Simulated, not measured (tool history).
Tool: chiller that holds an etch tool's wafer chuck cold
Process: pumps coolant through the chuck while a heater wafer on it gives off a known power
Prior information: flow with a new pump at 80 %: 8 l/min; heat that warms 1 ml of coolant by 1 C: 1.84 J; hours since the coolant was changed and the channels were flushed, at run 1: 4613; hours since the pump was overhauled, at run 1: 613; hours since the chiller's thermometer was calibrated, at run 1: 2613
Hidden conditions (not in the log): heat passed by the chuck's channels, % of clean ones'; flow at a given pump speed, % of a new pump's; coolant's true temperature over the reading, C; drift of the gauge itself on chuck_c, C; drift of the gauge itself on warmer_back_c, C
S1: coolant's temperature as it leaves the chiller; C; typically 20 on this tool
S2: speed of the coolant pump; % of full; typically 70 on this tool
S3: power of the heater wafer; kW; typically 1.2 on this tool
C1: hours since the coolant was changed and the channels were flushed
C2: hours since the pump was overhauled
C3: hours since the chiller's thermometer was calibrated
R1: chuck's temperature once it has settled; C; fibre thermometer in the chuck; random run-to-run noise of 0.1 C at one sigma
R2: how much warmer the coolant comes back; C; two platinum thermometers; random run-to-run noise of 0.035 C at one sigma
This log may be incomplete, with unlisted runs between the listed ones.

{"run": 1, "hour": 0.0, "S1": 20, "S2": 70, "S3": 1.2, "C1": 4613, "C2": 613, "C3": 2613, "R1": 32.3, "R2": 5.71}
{"run": 2, "hour": 47.5, "S1": 20, "S2": 70, "S3": 1.2, "C1": 4661, "C2": 661, "C3": 2661, "R1": 31.9, "R2": 5.66}
{"run": 3, "hour": 90.2, "S1": 12, "S2": 70, "S3": 1.2, "C1": 4704, "C2": 703, "C3": 2703, "R1": 24.3, "R2": 5.68}
{"run": 4, "hour": 160.4, "S1": 20, "S2": 70, "S3": 1.401, "C1": 4774, "C2": 773, "C3": 2774, "R1": 34.6, "R2": 6.61}
{"run": 5, "hour": 196.6, "S1": 20, "S2": 69, "S3": 1.2, "C1": 4810, "C2": 810, "C3": 2810, "R1": 32.5, "R2": 5.75}
{"run": 6, "hour": 256.7, "S1": 20, "S2": 69, "S3": 1.2, "C1": 4870, "C2": 870, "C3": 2870, "R1": 32.5, "R2": 5.73}
{"run": 7, "hour": 309.8, "S1": 20, "S2": 70, "S3": 1.2, "C1": 4923, "C2": 923, "C3": 2923, "R1": 32.4, "R2": 5.6}
{"run": 8, "hour": 378.6, "S1": 20, "S2": 70, "S3": 1.2, "C1": 4992, "C2": 992, "C3": 2992, "R1": 32.5, "R2": 5.62}
{"run": 9, "hour": 428.9, "S1": 20, "S2": 70, "S3": 1.2, "C1": 5042, "C2": 1042, "C3": 3042, "R1": 32.5, "R2": 5.59}
{"run": 10, "hour": 459.4, "S1": 20, "S2": 70, "S3": 1.2, "C1": 5073, "C2": 1072, "C3": 3073, "R1": 32.2, "R2": 5.61}
{"run": 11, "hour": 500.3, "S1": 20, "S2": 70, "S3": 1.2, "C1": 5114, "C2": 1113, "C3": 3114, "R1": 32.4, "R2": 5.54}
{"run": 12, "hour": 560.0, "S1": 20, "S2": 70, "S3": 1.2, "C1": 5173, "C2": 1173, "C3": 3173, "R1": 32.3, "R2": 5.57}
{"run": 13, "hour": 615.8, "S1": 20, "S2": 70, "S3": 1.2, "C1": 5229, "C2": 1229, "C3": 3229, "R1": 32, "R2": 5.53}
{"run": 14, "hour": 679.1, "S1": 18, "S2": 70, "S3": 1.2, "C1": 5293, "C2": 1292, "C3": 3292, "R1": 30.3, "R2": 5.51}
{"run": 15, "hour": 731.9, "S1": 20, "S2": 87, "S3": 1.2, "C1": 5345, "C2": 1345, "C3": 3345, "R1": 30.1, "R2": 4.29}
{"run": 16, "hour": 765.9, "S1": 20, "S2": 87, "S3": 1.2, "C1": 5379, "C2": 1379, "C3": 3379, "R1": 30.1, "R2": 4.26}
{"run": 17, "hour": 818.4, "S1": 12, "S2": 71, "S3": 1.124, "C1": 5432, "C2": 1431, "C3": 3432, "R1": 23.2, "R2": 5.08}
{"run": 18, "hour": 860.2, "S1": 12, "S2": 71, "S3": 1.124, "C1": 5474, "C2": 1473, "C3": 3473, "R1": 23.4, "R2": 5.07}
{"run": 19, "hour": 927.6, "S1": 12, "S2": 71, "S3": 1.098, "C1": 5541, "C2": 1541, "C3": 3541, "R1": 23, "R2": 4.96}
{"run": 20, "hour": 963.7, "S1": 28, "S2": 70, "S3": 1.2, "C1": 5577, "C2": 1577, "C3": 3577, "R1": 40.4, "R2": 5.41}
{"run": 21, "hour": 1030.3, "S1": 28, "S2": 70, "S3": 1.2, "C1": 5644, "C2": 1643, "C3": 3644, "R1": 40.3, "R2": 5.43}
{"run": 22, "hour": 1099.3, "S1": 21, "S2": 71, "S3": 1.34, "C1": 5713, "C2": 1712, "C3": 3713, "R1": 34.3, "R2": 6}
{"run": 23, "hour": 1152.1, "S1": 21, "S2": 71, "S3": 1.34, "C1": 5766, "C2": 1765, "C3": 3765, "R1": 34.8, "R2": 5.96}
{"run": 24, "hour": 1202.4, "S1": 20, "S2": 68, "S3": 1.132, "C1": 5816, "C2": 1815, "C3": 3816, "R1": 31.9, "R2": 5.31}
{"run": 25, "hour": 1239.7, "S1": 12, "S2": 84, "S3": 0.63, "C1": 5853, "C2": 1853, "C3": 3853, "R1": 17.5, "R2": 2.16}
{"run": 26, "hour": 1274.3, "S1": 12, "S2": 84, "S3": 0.63, "C1": 5888, "C2": 1887, "C3": 3888, "R1": 17.5, "R2": 2.14}
{"run": 27, "hour": 1303.6, "S1": 23, "S2": 92, "S3": 1.423, "C1": 5917, "C2": 1917, "C3": 3917, "R1": 34.5, "R2": 4.65}
{"run": 28, "hour": 1373.5, "S1": 23, "S2": 92, "S3": 1.423, "C1": 5987, "C2": 1987, "C3": 3987, "R1": 34.5, "R2": 4.65}
{"run": 29, "hour": 1421.2, "S1": 12, "S2": 81, "S3": 1.796, "C1": 6035, "C2": 2034, "C3": 4034, "R1": 28.1, "R2": 6.83}
{"run": 30, "hour": 1452.1, "S1": 12, "S2": 81, "S3": 1.796, "C1": 6066, "C2": 2065, "C3": 4065, "R1": 28.1, "R2": 6.88}
{"hour": 1461.0, "done": "chiller's thermometer calibrated"}
{"run": 31, "hour": 1501.7, "S1": 12, "S2": 81, "S3": 1.796, "C1": 6114, "C2": 2114, "C3": 41, "R1": 27.9, "R2": 6.9}
{"run": 32, "hour": 1562.5, "S1": 19, "S2": 93, "S3": 0.952, "C1": 6175, "C2": 2175, "C3": 102, "R1": 26.4, "R2": 2.88}

Run by run, hidden condition taken away, random variation retained:
run=1 R2=5.71
run=2 R2=5.67
run=3 R2=5.7
run=4 R2=6.65
run=5 R2=5.8
run=6 R2=5.78
run=7 R2=5.67
run=8 R2=5.71
run=9 R2=5.69
run=10 R2=5.72
run=11 R2=5.65
run=12 R2=5.7
run=13 R2=5.68
run=14 R2=5.67
run=15 R2=4.46
run=16 R2=4.44
run=17 R2=5.27
run=18 R2=5.27
run=19 R2=5.18
run=20 R2=5.63
run=21 R2=5.67
run=22 R2=6.25
run=23 R2=6.23
run=24 R2=5.59
run=25 R2=2.45
run=26 R2=2.44
run=27 R2=4.95
run=28 R2=4.97
run=29 R2=7.16
run=30 R2=7.22
run=31 R2=7.25
run=32 R2=3.25
R1 without the hidden state stays within 0.1 C of what was measured, in all runs.
